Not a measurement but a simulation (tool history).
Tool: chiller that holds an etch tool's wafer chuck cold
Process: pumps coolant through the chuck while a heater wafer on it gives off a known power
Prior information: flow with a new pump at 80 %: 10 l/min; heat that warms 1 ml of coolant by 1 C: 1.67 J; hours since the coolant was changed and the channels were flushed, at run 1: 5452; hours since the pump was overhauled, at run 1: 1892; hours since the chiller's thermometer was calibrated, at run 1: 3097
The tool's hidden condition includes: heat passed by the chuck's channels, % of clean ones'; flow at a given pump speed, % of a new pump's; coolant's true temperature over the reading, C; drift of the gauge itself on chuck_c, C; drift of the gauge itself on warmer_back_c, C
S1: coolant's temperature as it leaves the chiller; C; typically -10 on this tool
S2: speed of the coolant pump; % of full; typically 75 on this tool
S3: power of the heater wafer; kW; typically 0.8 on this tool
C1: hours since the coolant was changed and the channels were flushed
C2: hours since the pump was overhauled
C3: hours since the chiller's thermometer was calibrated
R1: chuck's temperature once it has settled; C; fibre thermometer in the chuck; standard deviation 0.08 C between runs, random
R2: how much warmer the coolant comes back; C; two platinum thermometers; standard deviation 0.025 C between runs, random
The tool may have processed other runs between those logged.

{"run": 1, "day": 0.0, "S1": -10, "S2": 75, "S3": 0.8, "C1": 5452, "C2": 1892, "C3": 3097, "R1": -4.03, "R2": 3.05}
{"run": 2, "day": 4.496, "S1": -10, "S2": 75, "S3": 0.8, "C1": 5560, "C2": 2000, "C3": 3205, "R1": -4.22, "R2": 3.06}
{"run": 3, "day": 8.338, "S1": -10, "S2": 75, "S3": 0.8, "C1": 5652, "C2": 2092, "C3": 3297, "R1": -3.98, "R2": 3.08}
{"run": 4, "day": 13.796, "S1": -10, "S2": 75, "S3": 0.8, "C1": 5783, "C2": 2223, "C3": 3428, "R1": -4.11, "R2": 3.07}
{"run": 5, "day": 19.383, "S1": -10, "S2": 75, "S3": 0.8, "C1": 5917, "C2": 2357, "C3": 3562, "R1": -4.16, "R2": 3.08}
{"run": 6, "day": 25.246, "S1": -14, "S2": 75, "S3": 0.8, "C1": 6058, "C2": 2498, "C3": 3703, "R1": -8.03, "R2": 3.03}
{"run": 7, "day": 30.954, "S1": -14, "S2": 75, "S3": 0.8, "C1": 6195, "C2": 2635, "C3": 3840, "R1": -8.05, "R2": 3.08}
{"day": 32.138, "done": "chiller's thermometer calibrated"}
{"run": 8, "day": 37.388, "S1": -6, "S2": 75, "S3": 0.8, "C1": 6349, "C2": 2788, "C3": 126, "R1": -0.04, "R2": 3.06}
{"run": 9, "day": 40.75, "S1": -6, "S2": 86, "S3": 0.8, "C1": 6429, "C2": 2869, "C3": 207, "R1": -0.78, "R2": 2.63}
{"run": 10, "day": 44.562, "S1": -6, "S2": 86, "S3": 0.8, "C1": 6521, "C2": 2961, "C3": 298, "R1": -0.91, "R2": 2.66}
{"run": 11, "day": 50.467, "S1": -10, "S2": 75, "S3": 1.001, "C1": 6662, "C2": 3102, "C3": 440, "R1": -2.57, "R2": 3.8}
{"run": 12, "day": 58.279, "S1": -10, "S2": 75, "S3": 1.001, "C1": 6850, "C2": 3290, "C3": 627, "R1": -2.64, "R2": 3.84}
{"run": 13, "day": 62.496, "S1": -10, "S2": 75, "S3": 1.001, "C1": 6951, "C2": 3391, "C3": 729, "R1": -2.54, "R2": 3.87}
{"run": 14, "day": 67.162, "S1": -10, "S2": 75, "S3": 1.001, "C1": 7063, "C2": 3503, "C3": 841, "R1": -2.59, "R2": 3.88}
{"run": 15, "day": 72.596, "S1": -10, "S2": 75, "S3": 1.001, "C1": 7194, "C2": 3633, "C3": 971, "R1": -2.55, "R2": 3.8}
{"run": 16, "day": 79.808, "S1": -10, "S2": 75, "S3": 1.001, "C1": 7367, "C2": 3807, "C3": 1144, "R1": -2.64, "R2": 3.83}
{"run": 17, "day": 84.825, "S1": -9, "S2": 76, "S3": 1.001, "C1": 7487, "C2": 3927, "C3": 1265, "R1": -1.61, "R2": 3.78}
{"run": 18, "day": 90.1, "S1": -9, "S2": 76, "S3": 1.001, "C1": 7614, "C2": 4054, "C3": 1391, "R1": -1.72, "R2": 3.8}
{"run": 19, "day": 96.179, "S1": -9, "S2": 76, "S3": 1.001, "C1": 7760, "C2": 4200, "C3": 1537, "R1": -1.61, "R2": 3.8}
{"run": 20, "day": 102.146, "S1": -1, "S2": 96, "S3": 0.714, "C1": 7903, "C2": 4343, "C3": 1680, "R1": 3.18, "R2": 2.11}
{"run": 21, "day": 107.729, "S1": -7, "S2": 81, "S3": 0.413, "C1": 8037, "C2": 4477, "C3": 1814, "R1": -4.26, "R2": 1.48}
{"run": 22, "day": 113.429, "S1": -7, "S2": 76, "S3": 1.085, "C1": 8174, "C2": 4614, "C3": 1951, "R1": 0.92, "R2": 4.07}
{"run": 23, "day": 119.492, "S1": -18, "S2": 78, "S3": 0.642, "C1": 8319, "C2": 4759, "C3": 2096, "R1": -13.31, "R2": 2.36}
{"run": 24, "day": 124.179, "S1": 0, "S2": 62, "S3": 0.657, "C1": 8432, "C2": 4872, "C3": 2209, "R1": 5.78, "R2": 3.09}
{"run": 25, "day": 129.775, "S1": -15, "S2": 69, "S3": 0.8, "C1": 8566, "C2": 5006, "C3": 2343, "R1": -8.67, "R2": 3.38}
{"run": 26, "day": 137.725, "S1": -15, "S2": 86, "S3": 0.8, "C1": 8757, "C2": 5197, "C3": 2534, "R1": -9.72, "R2": 2.65}
{"run": 27, "day": 142.883, "S1": -5, "S2": 79, "S3": 1.09, "C1": 8880, "C2": 5320, "C3": 2658, "R1": 2.7, "R2": 4.01}
{"run": 28, "day": 150.304, "S1": -3, "S2": 95, "S3": 0.604, "C1": 9059, "C2": 5499, "C3": 2836, "R1": 0.53, "R2": 1.8}
{"run": 29, "day": 156.321, "S1": -10, "S2": 65, "S3": 0.445, "C1": 9203, "C2": 5643, "C3": 2980, "R1": -6.34, "R2": 2.03}
{"day": 159.938, "done": "coolant changed, channels flushed"}
{"run": 30, "day": 160.608, "S1": 0, "S2": 69, "S3": 0.445, "C1": 16, "C2": 5740, "C3": 3077, "R1": 3.63, "R2": 1.84}
{"run": 31, "day": 167.417, "S1": -4, "S2": 70, "S3": 0.469, "C1": 179, "C2": 5903, "C3": 3241, "R1": -0.23, "R2": 1.93}

Take each entry between the runs: how does the hidden state at the last listed run before it differ from the hidden state at the first listed run after it?
After run 7, before run 8: chiller's thermometer calibrated (day 32.138)
  the hidden state is the same at both runs
After run 29, before run 30: coolant changed, channels flushed (day 159.938)
  heat passed by the chuck's channels, % of clean ones': 99.5 -> 100
